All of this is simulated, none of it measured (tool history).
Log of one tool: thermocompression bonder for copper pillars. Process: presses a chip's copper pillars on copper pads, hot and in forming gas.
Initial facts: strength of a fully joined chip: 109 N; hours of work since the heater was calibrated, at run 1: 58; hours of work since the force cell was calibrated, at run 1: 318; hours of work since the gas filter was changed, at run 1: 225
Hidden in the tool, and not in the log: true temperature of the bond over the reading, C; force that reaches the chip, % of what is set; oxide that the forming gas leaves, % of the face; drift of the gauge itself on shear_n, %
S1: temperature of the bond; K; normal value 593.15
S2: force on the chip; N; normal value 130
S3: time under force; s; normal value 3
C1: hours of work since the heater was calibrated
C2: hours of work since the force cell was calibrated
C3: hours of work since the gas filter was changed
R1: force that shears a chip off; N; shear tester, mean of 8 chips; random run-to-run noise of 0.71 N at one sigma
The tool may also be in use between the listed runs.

| run | hour | S1 | S2 | S3 | C1 | C2 | C3 | R1 |
|---|---|---|---|---|---|---|---|---|
| 1 | 0.0 | 593.15 | 130 | 3 | 58 | 318 | 225 | 47.4 |
| 2 | 74.9 | 593.15 | 130 | 3 | 99 | 359 | 266 | 46.6 |
| 3 | 148.1 | 593.15 | 130 | 3 | 138 | 398 | 306 | 45.4 |
| 4 | 186.4 | 593.15 | 130 | 3 | 159 | 419 | 326 | 45.8 |
| 5 | 258.1 | 593.15 | 130 | 3 | 198 | 458 | 365 | 45.4 |
| 6 | 299.0 | 593.15 | 130 | 3 | 220 | 480 | 387 | 44.8 |
|  | 304.9 | forming gas filter changed |
| 7 | 336.4 | 593.15 | 130 | 3 | 240 | 500 | 17 | 50.0 |
| 8 | 408.1 | 593.15 | 130 | 3 | 279 | 539 | 56 | 50.4 |
| 9 | 454.2 | 593.15 | 130 | 3 | 304 | 564 | 81 | 48.2 |
| 10 | 526.7 | 564.15 | 130 | 3 | 343 | 603 | 120 | 31.4 |
| 11 | 585.6 | 564.15 | 84 | 3 | 375 | 635 | 152 | 18.8 |
| 12 | 632.1 | 564.15 | 84 | 4 | 400 | 660 | 177 | 20.9 |
| 13 | 668.0 | 593.15 | 85 | 3 | 420 | 680 | 197 | 31.1 |
| 14 | 734.3 | 593.15 | 85 | 3 | 456 | 716 | 233 | 29.6 |
| 15 | 823.0 | 593.15 | 85 | 4 | 504 | 764 | 281 | 33.0 |
| 16 | 877.4 | 593.15 | 130 | 3 | 533 | 793 | 310 | 43.8 |
| 17 | 916.5 | 593.15 | 130 | 7 | 554 | 814 | 331 | 59.5 |
| 18 | 959.8 | 593.15 | 130 | 2 | 578 | 838 | 355 | 37.0 |
|  | 1024.6 | forming gas filter changed |
| 19 | 1024.6 | 594.15 | 130 | 3 | 613 | 873 | 0 | 49.6 |
| 20 | 1071.3 | 565.15 | 99 | 3 | 638 | 898 | 25 | 23.3 |
| 21 | 1158.0 | 595.15 | 130 | 3 | 685 | 945 | 72 | 48.3 |
| 22 | 1209.9 | 595.15 | 130 | 3 | 713 | 973 | 100 | 48.2 |
|  | 1263.7 | heater calibrated with a thermocouple chip |
| 23 | 1300.7 | 600.15 | 130 | 8 | 20 | 1021 | 149 | 72.6 |
| 24 | 1362.2 | 593.15 | 113 | 5 | 53 | 1055 | 182 | 52.0 |
| 25 | 1403.4 | 593.15 | 113 | 5 | 76 | 1077 | 204 | 50.9 |
| 26 | 1446.0 | 593.15 | 113 | 5 | 99 | 1100 | 227 | 51.6 |
|  | 1454.0 | force cell calibrated |
| 27 | 1505.9 | 593.15 | 113 | 5 | 130 | 28 | 259 | 49.6 |
| 28 | 1563.7 | 582.15 | 112 | 5 | 162 | 59 | 290 | 43.0 |
| 29 | 1627.5 | 597.15 | 180 | 6 | 196 | 94 | 325 | 76.3 |
| 30 | 1665.6 | 593.15 | 130 | 3 | 217 | 115 | 345 | 46.7 |
|  | 1673.4 | force cell calibrated, once more |
|  | 1746.4 | forming gas filter changed |
| 31 | 1753.8 | 593.15 | 130 | 3 | 264 | 43 | 4 | 50.4 |
| 32 | 1812.3 | 565.15 | 184 | 3 | 295 | 75 | 36 | 45.1 |
| 33 | 1862.6 | 599.15 | 79 | 8 | 323 | 102 | 63 | 47.5 |
| 34 | 1912.9 | 572.15 | 79 | 8 | 350 | 130 | 90 | 31.3 |
| 35 | 1981.8 | 599.15 | 130 | 3 | 387 | 167 | 128 | 49.6 |
| 36 | 2061.3 | 593.15 | 131 | 3 | 430 | 210 | 171 | 47.1 |
| 37 | 2119.1 | 593.15 | 131 | 3 | 462 | 241 | 202 | 45.6 |
| 38 | 2186.2 | 592.15 | 131 | 3 | 498 | 278 | 238 | 44.7 |

Hidden condition of the tool, last listed run before each entry between runs versus first listed run after:
From run 6 to run 7: forming gas filter changed (hour 304.9)
  true temperature of the bond over the reading, C: -1.2 -> -1.4; oxide that the forming gas leaves, % of the face: 11.64 -> 1.11
  difference, measured minus the result without the unlogged condition, R1: -5.6 -> -0.4 N
From run 18 to run 19: forming gas filter changed (hour 1024.6)
  true temperature of the bond over the reading, C: -4.6 -> -4.9; force that reaches the chip, % of what is set: 102.5 -> 102.6; oxide that the forming gas leaves, % of the face: 9.97 -> 0.51
  difference, measured minus the result without the unlogged condition, R1: -5.6 -> -2.1 N
From run 22 to run 23: heater calibrated with a thermocouple chip (hour 1263.7)
  true temperature of the bond over the reading, C: -5.9 -> 0.3; force that reaches the chip, % of what is set: 102.8 -> 102.9; oxide that the forming gas leaves, % of the face: 3.3 -> 4.61
  difference, measured minus the result without the unlogged condition, R1: -4.0 -> -1.5 N
From run 26 to run 27: force cell calibrated (hour 1454.0)
  true temperature of the bond over the reading, C: -0.4 -> -0.7; force that reaches the chip, % of what is set: 103.1 -> 104; oxide that the forming gas leaves, % of the face: 6.55 -> 7.38
  difference, measured minus the result without the unlogged condition, R1: -2.1 -> -2.4 N
From run 30 to run 31: force cell calibrated, once more (hour 1673.4); forming gas filter changed (hour 1746.4)
  true temperature of the bond over the reading, C: -1.5 -> -2; force that reaches the chip, % of what is set: 104.2 -> 100.7; oxide that the forming gas leaves, % of the face: 9.68 -> 0.72
  difference, measured minus the result without the unlogged condition, R1: -3.9 -> -1.1 N
